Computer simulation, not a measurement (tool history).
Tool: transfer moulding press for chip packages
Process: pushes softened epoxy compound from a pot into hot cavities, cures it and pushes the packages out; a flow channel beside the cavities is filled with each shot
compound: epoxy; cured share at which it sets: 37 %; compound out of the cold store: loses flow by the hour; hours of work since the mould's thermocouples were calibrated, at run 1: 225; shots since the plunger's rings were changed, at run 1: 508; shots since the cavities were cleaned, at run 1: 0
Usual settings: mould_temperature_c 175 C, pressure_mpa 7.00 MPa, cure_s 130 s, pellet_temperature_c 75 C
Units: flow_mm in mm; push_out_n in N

| run | hour | mould_temperature_c | pressure_mpa | cure_s | pellet_temperature_c | hours of work since the mould's thermocouples were calibrated | shots since the plunger's rings were changed | shots since the cavities were cleaned | incoming compound's hours out of the cold store | flow_mm | push_out_n |
|---|---|---|---|---|---|---|---|---|---|---|---|
| 1 | 0.0 | 175 | 7.00 | 130 | 75 | 225 | 508 | 0 | 40.1 | 512 | 249 |
| 2 | 36.1 | 182 | 7.00 | 130 | 75 | 252 | 900 | 392 | 38.9 | 502 | 350 |
|  | 66.3 | cavities cleaned with cleaning compound and waxed |
| 3 | 115.0 | 182 | 7.00 | 130 | 75 | 309 | 1738 | 527 | 11.2 | 536 | 448 |
|  | 132.6 | cavities cleaned with cleaning compound and waxed |
|  | 162.6 | mould's thermocouples calibrated |
| 4 | 193.4 | 182 | 7.00 | 130 | 75 | 23 | 2551 | 638 | 41.8 | 488 | 389 |
|  | 204.2 | cavities cleaned with cleaning compound and waxed |
| 5 | 239.3 | 178 | 7.00 | 130 | 75 | 56 | 3032 | 380 | 13.5 | 527 | 354 |
|  | 252.8 | plunger's sealing rings changed |
|  | 267.8 | cavities cleaned with cleaning compound and waxed, once more |
| 6 | 319.6 | 178 | 7.00 | 130 | 75 | 112 | 708 | 562 | 29.2 | 527 | 388 |
|  | 334.3 | cavities cleaned with cleaning compound and waxed |
| 7 | 393.5 | 178 | 7.00 | 130 | 75 | 166 | 1493 | 641 | 12.2 | 547 | 406 |
|  | 402.2 | cavities cleaned with cleaning compound and waxed |
| 8 | 450.0 | 175 | 7.00 | 130 | 75 | 206 | 2090 | 519 | 23.4 | 528 | 421 |
|  | 470.9 | cavities cleaned with cleaning compound and waxed |
| 9 | 499.4 | 175 | 7.00 | 130 | 81 | 242 | 2609 | 309 | 36.8 | 505 | 344 |
|  | 538.3 | cavities cleaned with cleaning compound and waxed |
|  | 555.8 | plunger's sealing rings changed |
| 10 | 577.8 | 175 | 7.00 | 130 | 81 | 297 | 238 | 401 | 14.2 | 557 | 373 |
|  | 608.1 | cavities cleaned with cleaning compound and waxed |
|  | 641.1 | mould's thermocouples calibrated |
| 11 | 649.1 | 179 | 7.00 | 130 | 75 | 6 | 973 | 422 | 37.7 | 508 | 349 |
|  | 676.8 | cavities cleaned with cleaning compound and waxed |
| 12 | 688.0 | 175 | 7.00 | 130 | 75 | 34 | 1379 | 121 | 21.2 | 537 | 320 |
|  | 743.1 | cavities cleaned with cleaning compound and waxed |
| 13 | 762.4 | 175 | 7.00 | 130 | 75 | 88 | 2170 | 210 | 18.5 | 533 | 323 |
|  | 814.1 | cavities cleaned with cleaning compound and waxed |
| 14 | 825.6 | 175 | 7.00 | 130 | 75 | 133 | 2839 | 125 | 20.0 | 526 | 303 |
|  | 858.4 | plunger's sealing rings changed |
|  | 884.7 | cavities cleaned with cleaning compound and waxed |
| 15 | 889.6 | 175 | 7.00 | 130 | 75 | 178 | 323 | 54 | 30.0 | 533 | 281 |
| 16 | 947.3 | 182 | 6.16 | 130 | 78 | 220 | 948 | 679 | 11.7 | 507 | 393 |
|  | 955.2 | cavities cleaned with cleaning compound and waxed |
| 17 | 1004.5 | 175 | 7.00 | 130 | 75 | 261 | 1552 | 535 | 28.6 | 518 | 412 |
|  | 1027.0 | cavities cleaned with cleaning compound and waxed |
| 18 | 1068.0 | 175 | 7.00 | 136 | 66 | 307 | 2225 | 445 | 11.6 | 546 | 399 |
|  | 1096.1 | cavities cleaned with cleaning compound and waxed |
|  | 1117.3 | mould's thermocouples calibrated |
| 19 | 1126.0 | 175 | 8.13 | 170 | 77 | 6 | 2816 | 303 | 20.5 | 566 | 330 |
|  | 1165.2 | plunger's sealing rings changed |
|  | 1166.7 | cavities cleaned with cleaning compound and waxed |
| 20 | 1192.1 | 175 | 7.00 | 130 | 80 | 52 | 276 | 276 | 20.9 | 542 | 359 |
|  | 1238.1 | cavities cleaned with cleaning compound and waxed |
| 21 | 1267.6 | 175 | 7.00 | 130 | 80 | 107 | 1079 | 320 | 13.6 | 561 | 370 |
| 22 | 1300.0 | 178 | 5.45 | 130 | 75 | 131 | 1430 | 671 | 24.5 | 468 | 382 |
|  | 1307.1 | cavities cleaned with cleaning compound and waxed |
|  | 1375.0 | cavities cleaned with cleaning compound and waxed |
| 23 | 1377.3 | 175 | 8.13 | 130 | 68 | 186 | 2236 | 25 | 19.0 | 577 | 256 |
| 24 | 1409.0 | 167 | 8.07 | 130 | 68 | 210 | 2579 | 368 | 9.2 | 603 | 598 |
|  | 1442.2 | cavities cleaned with cleaning compound and waxed |
| 25 | 1455.2 | 175 | 6.41 | 130 | 81 | 243 | 3064 | 140 | 27.9 | 492 | 290 |
|  | 1467.4 | plunger's sealing rings changed |
|  | 1512.9 | cavities cleaned with cleaning compound and waxed |
| 26 | 1521.8 | 175 | 6.41 | 130 | 81 | 289 | 573 | 96 | 37.6 | 496 | 288 |

4 ways to go on from here, each from the tool as it stands after run 26. What would each give?
| A | 1565.7 | 175 | 7.00 | 130 | 80 | 321 | 1050 | 573 | 47.6 | ? | ? |
| B | 1565.7 | 175 | 7.00 | 147 | 78 | 321 | 1050 | 573 | 32.3 | ? | ? |
| C | 1565.7 | 175 | 7.00 | 130 | 84 | 321 | 1050 | 573 | 46.6 | ? | ? |
| D | 1565.7 | 175 | 6.41 | 162 | 68 | 321 | 1050 | 573 | 27.6 | ? | ? |

| run | flow_mm | push_out_n |
|---|---|---|
| A | 508 | 397 |
| B | 521 | 369 |
| C | 507 | 413 |
| D | 508 | 378 |
Without the tool's hidden state the same runs would have given:
| run | flow_mm | push_out_n |
|---|---|---|
| A | 516 | 243 |
| B | 530 | 224 |
| C | 516 | 253 |
| D | 516 | 231 |
